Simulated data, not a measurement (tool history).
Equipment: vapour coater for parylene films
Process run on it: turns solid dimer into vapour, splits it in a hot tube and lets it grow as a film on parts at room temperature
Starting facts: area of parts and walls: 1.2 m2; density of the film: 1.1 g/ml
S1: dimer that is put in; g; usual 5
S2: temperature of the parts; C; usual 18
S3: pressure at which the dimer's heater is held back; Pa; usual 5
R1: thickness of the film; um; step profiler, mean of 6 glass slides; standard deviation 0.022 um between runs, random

run	hour	S1	S2	S3	R1
1	0	5	18	5	1.78
2	25.8	5	18	5	1.78
3	37.4	5	18	5	1.78
4	63.5	5	18	5	1.76
5	82.6	5	18	5	1.76
6	106.4	5	18	11.58	1.41
7	123.6	5	18	11.58	1.48
8	144	5	18	11.58	1.47
9	164.8	5	18	11.58	1.46
10	179.4	5	18	11.58	1.47
11	197.3	5	10	5	2.18
# hour 200.4: table's thermometer calibrated
12	211	5	13	5	2.01
13	229.6	5	13	5	2.03
14	245.6	5	13	5	1.99
15	257.7	5	13	5	1.96
16	271.3	5	18	5	1.72
17	288.7	5	18	2.22	2.09
# hour 303.6: trap's valve overhauled
18	312.5	2	18	2.22	0.97
19	325.3	3	14	3.51	1.43
# hour 332.4: table's thermometer calibrated, once more
20	345.4	6	14	3.85	2.79
21	366.2	2	18	4.46	0.8
22	380.8	8	18	7.29	2.85
23	394.5	6	18	8.21	2.11
24	417.7	9	19	5	3.37
25	445.5	9	19	5	3.33
26	472.1	2	28	3.74	0.65
27	492.2	7	11	5	3.23
28	510.6	7	11	5	3.21
29	536.5	7	11	5	3.23
30	560.9	4	12	2.55	2.08
31	576.3	5	14	5	2.11
32	601.8	5	14	5	2.13
33	629.5	8	10	9.62	3.29
34	656.8	8	10	11.88	3.1
35	671.9	8	10	11.88	3.02
36	691.8	8	10	11.88	3.1

Some steps in R1, run to run, broken into two amounts with sign: the step expected even without the hidden condition (settings, incoming material, random variation), and the rest, left for the hidden condition together with whatever gauge scatter is not in both the measured and the hidden-condition-free result:
The hidden state here: vapour lost through the trap's worn valve, %; true temperature of the parts over the reading, C; drift of the gauge itself on film_um, %.
Run 10 -> 11: S2 18 -> 10, S3 11.58 -> 5. R1 +0.71 um: hidden state -0.1, all else +0.81.
Run 17 -> 18: S1 5 -> 2, trap's valve overhauled. R1 -1.12 um: hidden state +0.29, all else -1.41.
Run 21 -> 22: S1 2 -> 8, S3 4.46 -> 7.29. R1 +2.05 um: hidden state -0.03, all else +2.08.
Run 25 -> 26: S1 9 -> 2, S2 19 -> 28, S3 5 -> 3.74. R1 -2.68 um: hidden state +0.06, all else -2.74.
Run 26 -> 27: S1 2 -> 7, S2 28 -> 11, S3 3.74 -> 5. R1 +2.58 um: hidden state -0.08, all else +2.66.
